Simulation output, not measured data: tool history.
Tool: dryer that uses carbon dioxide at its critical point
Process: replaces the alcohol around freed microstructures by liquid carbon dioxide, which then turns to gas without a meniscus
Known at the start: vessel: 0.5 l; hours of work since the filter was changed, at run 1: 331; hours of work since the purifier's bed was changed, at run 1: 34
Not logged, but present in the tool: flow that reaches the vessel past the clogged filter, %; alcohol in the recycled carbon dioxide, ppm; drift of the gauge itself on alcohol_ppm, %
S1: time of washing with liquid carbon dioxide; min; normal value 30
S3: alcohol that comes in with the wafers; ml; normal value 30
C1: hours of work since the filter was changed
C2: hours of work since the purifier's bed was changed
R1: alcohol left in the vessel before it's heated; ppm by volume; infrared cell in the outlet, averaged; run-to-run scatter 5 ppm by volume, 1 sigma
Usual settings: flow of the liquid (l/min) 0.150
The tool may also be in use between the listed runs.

run 1 hour=0.0 | S1=30 flow_of_the_liquid_(l/min)=0.150 S3=30 | C1=331 C2=34 | R1=109
run 2 hour=17.4 | S1=30 flow_of_the_liquid_(l/min)=0.247 S3=30 | C1=336 C2=40 | R1=20
run 3 hour=33.5 | S1=30 flow_of_the_liquid_(l/min)=0.247 S3=30 | C1=341 C2=45 | R1=4
run 4 hour=48.9 | S1=30 flow_of_the_liquid_(l/min)=0.247 S3=30 | C1=346 C2=49 | R1=8
run 5 hour=68.3 | S1=23 flow_of_the_liquid_(l/min)=0.150 S3=30 | C1=352 C2=55 | R1=467
run 6 hour=88.2 | S1=30 flow_of_the_liquid_(l/min)=0.150 S3=30 | C1=358 C2=61 | R1=104
run 7 hour=115.3 | S1=30 flow_of_the_liquid_(l/min)=0.150 S3=30 | C1=366 C2=69 | R1=122
run 8 hour=128.3 | S1=30 flow_of_the_liquid_(l/min)=0.150 S3=44 | C1=370 C2=73 | R1=167
run 9 hour=156.5 | S1=30 flow_of_the_liquid_(l/min)=0.150 S3=44 | C1=378 C2=82 | R1=160
run 10 hour=174.6 | S1=30 flow_of_the_liquid_(l/min)=0.150 S3=44 | C1=384 C2=87 | R1=167
run 11 hour=201.0 | S1=30 flow_of_the_liquid_(l/min)=0.150 S3=44 | C1=392 C2=95 | R1=181
run 12 hour=228.7 | S1=30 flow_of_the_liquid_(l/min)=0.126 S3=44 | C1=400 C2=103 | R1=467
run 13 hour=251.8 | S1=30 flow_of_the_liquid_(l/min)=0.150 S3=30 | C1=407 C2=110 | R1=131
run 14 hour=274.7 | S1=46 flow_of_the_liquid_(l/min)=0.150 S3=30 | C1=414 C2=117 | R1=11
run 15 hour=289.9 | S1=46 flow_of_the_liquid_(l/min)=0.150 S3=25 | C1=418 C2=122 | R1=7
run 16 hour=313.7 | S1=30 flow_of_the_liquid_(l/min)=0.150 S3=30 | C1=426 C2=129 | R1=128
run 17 hour=329.1 | S1=30 flow_of_the_liquid_(l/min)=0.150 S3=30 | C1=430 C2=134 | R1=138
run 18 hour=340.5 | S1=30 flow_of_the_liquid_(l/min)=0.150 S3=30 | C1=434 C2=137 | R1=147
run 19 hour=368.4 | S1=30 flow_of_the_liquid_(l/min)=0.150 S3=30 | C1=442 C2=146 | R1=140
-- hour=379.2 inlet filter changed
run 20 hour=392.4 | S1=30 flow_of_the_liquid_(l/min)=0.150 S3=30 | C1=4 C2=153 | R1=56
run 21 hour=420.4 | S1=30 flow_of_the_liquid_(l/min)=0.150 S3=30 | C1=12 C2=161 | R1=51
run 22 hour=443.5 | S1=27 flow_of_the_liquid_(l/min)=0.167 S3=35 | C1=19 C2=168 | R1=60
run 23 hour=461.0 | S1=27 flow_of_the_liquid_(l/min)=0.167 S3=35 | C1=25 C2=173 | R1=54
run 24 hour=478.3 | S1=27 flow_of_the_liquid_(l/min)=0.167 S3=35 | C1=30 C2=178 | R1=74
run 25 hour=502.8 | S1=30 flow_of_the_liquid_(l/min)=0.150 S3=111 | C1=37 C2=186 | R1=167
run 26 hour=522.0 | S1=20 flow_of_the_liquid_(l/min)=0.137 S3=23 | C1=43 C2=192 | R1=578
run 27 hour=549.3 | S1=30 flow_of_the_liquid_(l/min)=0.150 S3=37 | C1=51 C2=200 | R1=75
run 28 hour=571.8 | S1=30 flow_of_the_liquid_(l/min)=0.150 S3=33 | C1=58 C2=207 | R1=65
run 29 hour=598.7 | S1=30 flow_of_the_liquid_(l/min)=0.117 S3=30 | C1=66 C2=215 | R1=256
run 30 hour=618.4 | S1=30 flow_of_the_liquid_(l/min)=0.117 S3=30 | C1=72 C2=221 | R1=248
run 31 hour=639.8 | S1=30 flow_of_the_liquid_(l/min)=0.209 S3=54 | C1=79 C2=227 | R1=18
run 32 hour=655.8 | S1=30 flow_of_the_liquid_(l/min)=0.198 S3=30 | C1=83 C2=232 | R1=23
run 33 hour=678.2 | S1=47 flow_of_the_liquid_(l/min)=0.150 S3=30 | C1=90 C2=239 | R1=21
run 34 hour=699.4 | S1=47 flow_of_the_liquid_(l/min)=0.150 S3=30 | C1=97 C2=245 | R1=20
run 35 hour=725.2 | S1=47 flow_of_the_liquid_(l/min)=0.150 S3=30 | C1=104 C2=253 | R1=21
run 36 hour=753.4 | S1=35 flow_of_the_liquid_(l/min)=0.244 S3=30 | C1=113 C2=261 | R1=18

Results per run with the tool's hidden condition removed, run-to-run variation unchanged:
run=1 R1=47
run=2 R1=15
run=3 R1=0
run=4 R1=3
run=5 R1=223
run=6 R1=34
run=7 R1=49
run=8 R1=63
run=9 R1=52
run=10 R1=56
run=11 R1=63
run=12 R1=183
run=13 R1=44
run=14 R1=1
run=15 R1=0
run=16 R1=37
run=17 R1=44
run=18 R1=52
run=19 R1=41
run=20 R1=45
run=21 R1=38
run=22 R1=46
run=23 R1=39
run=24 R1=59
run=25 R1=136
run=26 R1=518
run=27 R1=55
run=28 R1=44
run=29 R1=207
run=30 R1=198
run=31 R1=4
run=32 R1=8
run=33 R1=7
run=34 R1=6
run=35 R1=6
run=36 R1=3
